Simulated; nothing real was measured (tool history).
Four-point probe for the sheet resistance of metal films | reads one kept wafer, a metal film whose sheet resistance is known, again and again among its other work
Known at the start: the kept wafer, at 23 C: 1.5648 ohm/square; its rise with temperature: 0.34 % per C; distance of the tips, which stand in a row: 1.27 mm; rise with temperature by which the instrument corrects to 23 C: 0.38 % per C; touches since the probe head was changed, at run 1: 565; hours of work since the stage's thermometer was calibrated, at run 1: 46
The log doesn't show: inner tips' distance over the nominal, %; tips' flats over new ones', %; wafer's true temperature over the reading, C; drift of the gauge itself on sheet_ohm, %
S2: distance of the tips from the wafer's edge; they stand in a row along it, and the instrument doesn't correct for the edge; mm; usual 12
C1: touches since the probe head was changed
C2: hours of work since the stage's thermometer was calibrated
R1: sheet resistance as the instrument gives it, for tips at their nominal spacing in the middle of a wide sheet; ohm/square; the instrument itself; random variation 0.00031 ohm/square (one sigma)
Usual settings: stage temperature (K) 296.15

{"run": 1, "hour": 0.0, "stage temperature (K)": 296.15, "S2": 12, "C1": 565, "C2": 46, "R1": 1.573837}
{"run": 2, "hour": 9.5, "stage temperature (K)": 296.15, "S2": 12, "C1": 971, "C2": 54, "R1": 1.573734}
{"run": 3, "hour": 25.1, "stage temperature (K)": 296.15, "S2": 12, "C1": 1631, "C2": 65, "R1": 1.574392}
{"run": 4, "hour": 38.5, "stage temperature (K)": 296.15, "S2": 49, "C1": 2200, "C2": 75, "R1": 1.565223}
{"run": 5, "hour": 49.2, "stage temperature (K)": 296.15, "S2": 49, "C1": 2655, "C2": 83, "R1": 1.565378}
{"run": 6, "hour": 65.7, "stage temperature (K)": 304.15, "S2": 49, "C1": 3355, "C2": 96, "R1": 1.560039}
{"run": 7, "hour": 83.9, "stage temperature (K)": 296.15, "S2": 18, "C1": 4129, "C2": 109, "R1": 1.568855}
{"run": 8, "hour": 94.1, "stage temperature (K)": 296.15, "S2": 12, "C1": 4564, "C2": 117, "R1": 1.57386}
{"run": 9, "hour": 111.8, "stage temperature (K)": 296.15, "S2": 12, "C1": 5314, "C2": 130, "R1": 1.574667}
{"run": 10, "hour": 128.9, "stage temperature (K)": 296.15, "S2": 12, "C1": 6043, "C2": 143, "R1": 1.574463}
{"run": 11, "hour": 136.8, "stage temperature (K)": 296.15, "S2": 12, "C1": 6376, "C2": 149, "R1": 1.574135}
{"run": 12, "hour": 152.5, "stage temperature (K)": 296.15, "S2": 12, "C1": 7043, "C2": 161, "R1": 1.574685}
{"run": 13, "hour": 170.8, "stage temperature (K)": 296.15, "S2": 19, "C1": 7823, "C2": 174, "R1": 1.568813}
{"run": 14, "hour": 189.3, "stage temperature (K)": 292.15, "S2": 32, "C1": 8606, "C2": 188, "R1": 1.569074}
{"run": 15, "hour": 206.3, "stage temperature (K)": 298.15, "S2": 24, "C1": 9328, "C2": 201, "R1": 1.565765}
{"run": 16, "hour": 219.7, "stage temperature (K)": 305.15, "S2": 4, "C1": 9898, "C2": 211, "R1": 1.638538}
{"run": 17, "hour": 237.5, "stage temperature (K)": 294.15, "S2": 4, "C1": 10655, "C2": 224, "R1": 1.646386}
{"run": 18, "hour": 248.7, "stage temperature (K)": 294.15, "S2": 4, "C1": 11131, "C2": 233, "R1": 1.646492}
{"run": 19, "hour": 258.8, "stage temperature (K)": 294.15, "S2": 4, "C1": 11562, "C2": 240, "R1": 1.646321}
{"run": 20, "hour": 274.4, "stage temperature (K)": 306.15, "S2": 13, "C1": 12221, "C2": 252, "R1": 1.566228}
{"run": 21, "hour": 285.6, "stage temperature (K)": 306.15, "S2": 13, "C1": 12697, "C2": 260, "R1": 1.566242}
{"run": 22, "hour": 301.6, "stage temperature (K)": 307.15, "S2": 6, "C1": 13378, "C2": 272, "R1": 1.59409}
{"run": 23, "hour": 309.2, "stage temperature (K)": 307.15, "S2": 6, "C1": 13703, "C2": 278, "R1": 1.594158}
{"run": 24, "hour": 319.5, "stage temperature (K)": 307.15, "S2": 14, "C1": 14139, "C2": 286, "R1": 1.563826}
{"run": 25, "hour": 332.1, "stage temperature (K)": 293.15, "S2": 12, "C1": 14673, "C2": 295, "R1": 1.577019}
{"run": 26, "hour": 340.5, "stage temperature (K)": 303.15, "S2": 52, "C1": 15031, "C2": 301, "R1": 1.559642}

4 ways to go on from here, each from the tool as it stands after run 26. What would each give?
{"run": "A", "hour": 355.3, "stage temperature (K)": 294.15, "S2": 12, "C1": 15658, "C2": 312, "R1": "?"}
{"run": "B", "hour": 355.3, "stage temperature (K)": 303.15, "S2": 73, "C1": 15658, "C2": 312, "R1": "?"}
{"run": "C", "hour": 355.3, "stage temperature (K)": 293.15, "S2": 73, "C1": 15658, "C2": 312, "R1": "?"}
{"run": "D", "hour": 355.3, "stage temperature (K)": 292.15, "S2": 12, "C1": 15658, "C2": 312, "R1": "?"}

run=A R1=1.575594
run=B R1=1.559689
run=C R1=1.566934
run=D R1=1.577524
Without the tool's hidden state the same runs would have given:
run=A R1=1.575683
run=B R1=1.559777
run=C R1=1.567022
run=D R1=1.577612

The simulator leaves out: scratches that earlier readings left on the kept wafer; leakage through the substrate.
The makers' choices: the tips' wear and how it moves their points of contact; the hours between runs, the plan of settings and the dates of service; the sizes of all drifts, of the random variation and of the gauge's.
